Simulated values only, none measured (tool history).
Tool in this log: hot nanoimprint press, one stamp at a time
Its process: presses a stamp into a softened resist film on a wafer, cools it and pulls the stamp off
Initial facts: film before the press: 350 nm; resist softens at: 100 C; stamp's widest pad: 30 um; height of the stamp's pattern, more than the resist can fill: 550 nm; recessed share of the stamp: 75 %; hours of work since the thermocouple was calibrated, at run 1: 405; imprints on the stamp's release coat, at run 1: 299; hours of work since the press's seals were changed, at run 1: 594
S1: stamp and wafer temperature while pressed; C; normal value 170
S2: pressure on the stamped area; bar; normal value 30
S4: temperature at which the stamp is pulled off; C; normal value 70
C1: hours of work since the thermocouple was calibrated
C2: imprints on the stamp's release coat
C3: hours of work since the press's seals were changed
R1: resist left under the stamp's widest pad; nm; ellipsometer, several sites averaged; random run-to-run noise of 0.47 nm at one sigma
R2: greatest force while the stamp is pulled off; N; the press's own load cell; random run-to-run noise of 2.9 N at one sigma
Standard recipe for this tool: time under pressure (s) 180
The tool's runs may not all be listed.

{"run": 1, "hour": 0.0, "S1": 170, "S2": 30, "time under pressure (s)": 180, "S4": 70, "C1": 405, "C2": 299, "C3": 594, "R1": 166.4, "R2": 135}
{"run": 2, "hour": 12.8, "S1": 170, "S2": 30, "time under pressure (s)": 180, "S4": 70, "C1": 415, "C2": 368, "C3": 605, "R1": 167.3, "R2": 135}
{"run": 3, "hour": 30.5, "S1": 170, "S2": 30, "time under pressure (s)": 180, "S4": 70, "C1": 429, "C2": 461, "C3": 619, "R1": 167.1, "R2": 136}
{"run": 4, "hour": 56.7, "S1": 170, "S2": 30, "time under pressure (s)": 180, "S4": 70, "C1": 450, "C2": 600, "C3": 640, "R1": 168, "R2": 134}
{"hour": 61.8, "done": "plate thermocouple calibrated"}
{"run": 5, "hour": 84.3, "S1": 170, "S2": 30, "time under pressure (s)": 180, "S4": 70, "C1": 18, "C2": 731, "C3": 659, "R1": 167.9, "R2": 130}
{"run": 6, "hour": 109.0, "S1": 170, "S2": 30, "time under pressure (s)": 180, "S4": 70, "C1": 38, "C2": 862, "C3": 679, "R1": 168.3, "R2": 134}
{"run": 7, "hour": 131.2, "S1": 170, "S2": 30, "time under pressure (s)": 180, "S4": 70, "C1": 55, "C2": 980, "C3": 697, "R1": 168.1, "R2": 133}
{"run": 8, "hour": 154.3, "S1": 170, "S2": 30, "time under pressure (s)": 180, "S4": 70, "C1": 74, "C2": 1103, "C3": 715, "R1": 168.8, "R2": 129}
{"run": 9, "hour": 178.0, "S1": 170, "S2": 30, "time under pressure (s)": 288, "S4": 70, "C1": 93, "C2": 1228, "C3": 734, "R1": 143.6, "R2": 135}
{"run": 10, "hour": 199.4, "S1": 170, "S2": 25.7, "time under pressure (s)": 180, "S4": 70, "C1": 110, "C2": 1341, "C3": 751, "R1": 182.2, "R2": 134}
{"run": 11, "hour": 216.8, "S1": 170, "S2": 22.5, "time under pressure (s)": 180, "S4": 70, "C1": 124, "C2": 1434, "C3": 765, "R1": 194.9, "R2": 136}
{"run": 12, "hour": 241.5, "S1": 170, "S2": 22.5, "time under pressure (s)": 180, "S4": 70, "C1": 143, "C2": 1565, "C3": 784, "R1": 194.7, "R2": 135}
{"run": 13, "hour": 265.7, "S1": 170, "S2": 22.5, "time under pressure (s)": 180, "S4": 70, "C1": 163, "C2": 1694, "C3": 804, "R1": 195.1, "R2": 136}
{"run": 14, "hour": 290.5, "S1": 170, "S2": 30, "time under pressure (s)": 229, "S4": 70, "C1": 182, "C2": 1825, "C3": 823, "R1": 156.3, "R2": 136}
{"run": 15, "hour": 312.2, "S1": 170, "S2": 30, "time under pressure (s)": 229, "S4": 70, "C1": 200, "C2": 1940, "C3": 841, "R1": 156.1, "R2": 141}
{"run": 16, "hour": 332.7, "S1": 170, "S2": 30, "time under pressure (s)": 229, "S4": 70, "C1": 216, "C2": 2049, "C3": 857, "R1": 155.6, "R2": 135}
{"run": 17, "hour": 349.2, "S1": 163, "S2": 37.7, "time under pressure (s)": 180, "S4": 70, "C1": 229, "C2": 2136, "C3": 870, "R1": 195.6, "R2": 139}
{"run": 18, "hour": 377.1, "S1": 170, "S2": 24.3, "time under pressure (s)": 136, "S4": 68, "C1": 251, "C2": 2284, "C3": 892, "R1": 203.8, "R2": 137}
{"hour": 385.0, "done": "stamp cleaned and given a new release coat"}
{"run": 19, "hour": 409.5, "S1": 170, "S2": 24.3, "time under pressure (s)": 136, "S4": 68, "C1": 272, "C2": 130, "C3": 914, "R1": 205.3, "R2": 144}
{"run": 20, "hour": 438.4, "S1": 170, "S2": 24.3, "time under pressure (s)": 136, "S4": 68, "C1": 295, "C2": 283, "C3": 937, "R1": 204.9, "R2": 135}
{"run": 21, "hour": 466.6, "S1": 180, "S2": 37.6, "time under pressure (s)": 180, "S4": 62, "C1": 318, "C2": 433, "C3": 959, "R1": 103, "R2": 155}
{"run": 22, "hour": 489.0, "S1": 173, "S2": 34.9, "time under pressure (s)": 185, "S4": 62, "C1": 336, "C2": 551, "C3": 977, "R1": 138.5, "R2": 150}
{"run": 23, "hour": 511.7, "S1": 162, "S2": 27.7, "time under pressure (s)": 185, "S4": 62, "C1": 354, "C2": 672, "C3": 995, "R1": 232.3, "R2": 151}
{"run": 24, "hour": 535.0, "S1": 162, "S2": 19.4, "time under pressure (s)": 185, "S4": 77, "C1": 372, "C2": 796, "C3": 1014, "R1": 265.2, "R2": 126}
{"run": 25, "hour": 557.4, "S1": 168, "S2": 19.4, "time under pressure (s)": 163, "S4": 71, "C1": 390, "C2": 914, "C3": 1031, "R1": 230.8, "R2": 134}
{"run": 26, "hour": 571.4, "S1": 168, "S2": 19.4, "time under pressure (s)": 163, "S4": 59, "C1": 401, "C2": 988, "C3": 1043, "R1": 229.9, "R2": 154}
{"run": 27, "hour": 586.4, "S1": 168, "S2": 19.4, "time under pressure (s)": 163, "S4": 59, "C1": 413, "C2": 1068, "C3": 1054, "R1": 231.4, "R2": 159}
{"run": 28, "hour": 607.1, "S1": 168, "S2": 19.4, "time under pressure (s)": 163, "S4": 59, "C1": 430, "C2": 1178, "C3": 1071, "R1": 230.8, "R2": 162}
{"hour": 637.5, "done": "plate thermocouple calibrated"}
{"hour": 638.1, "done": "gauge calibrated"}
{"run": 29, "hour": 638.1, "S1": 161, "S2": 30, "time under pressure (s)": 317, "S4": 74, "C1": 0, "C2": 1327, "C3": 1093, "R1": 196.4, "R2": 128}
{"run": 30, "hour": 657.6, "S1": 161, "S2": 30, "time under pressure (s)": 317, "S4": 74, "C1": 16, "C2": 1430, "C3": 1109, "R1": 196.5, "R2": 132}
{"run": 31, "hour": 674.3, "S1": 165, "S2": 42.9, "time under pressure (s)": 180, "S4": 57, "C1": 29, "C2": 1519, "C3": 1122, "R1": 168, "R2": 161}

Take each entry between the runs: how does the hidden state at the last listed run before it differ from the hidden state at the first listed run after it?
After run 4, before run 5: plate thermocouple calibrated (hour 61.8)
  true temperature over the reading, C: 0.03 -> 0; grip of the stamp's worn release coat, % over a new coat's: 0.3 -> 0.4; drift of the gauge itself on residual_nm, %: 0.16 -> 0.23
  difference, measured minus the result without the unlogged condition, R1: +0.2 -> +0.4 nm
After run 18, before run 19: stamp cleaned and given a new release coat (hour 385)
  grip of the stamp's worn release coat, % over a new coat's: 1.2 -> 0.1; drift of the gauge itself on residual_nm, %: 1.08 -> 1.16
  difference, measured minus the result without the unlogged condition, R1: +2.1 -> +2.3 nm
After run 28, before run 29: plate thermocouple calibrated (hour 637.5); gauge calibrated (hour 638.1)
  true temperature over the reading, C: 0.03 -> 0; grip of the stamp's worn release coat, % over a new coat's: 0.6 -> 0.7; drift of the gauge itself on residual_nm, %: 1.73 -> 0
  difference, measured minus the result without the unlogged condition, R1: +3.8 -> +0.1 nm
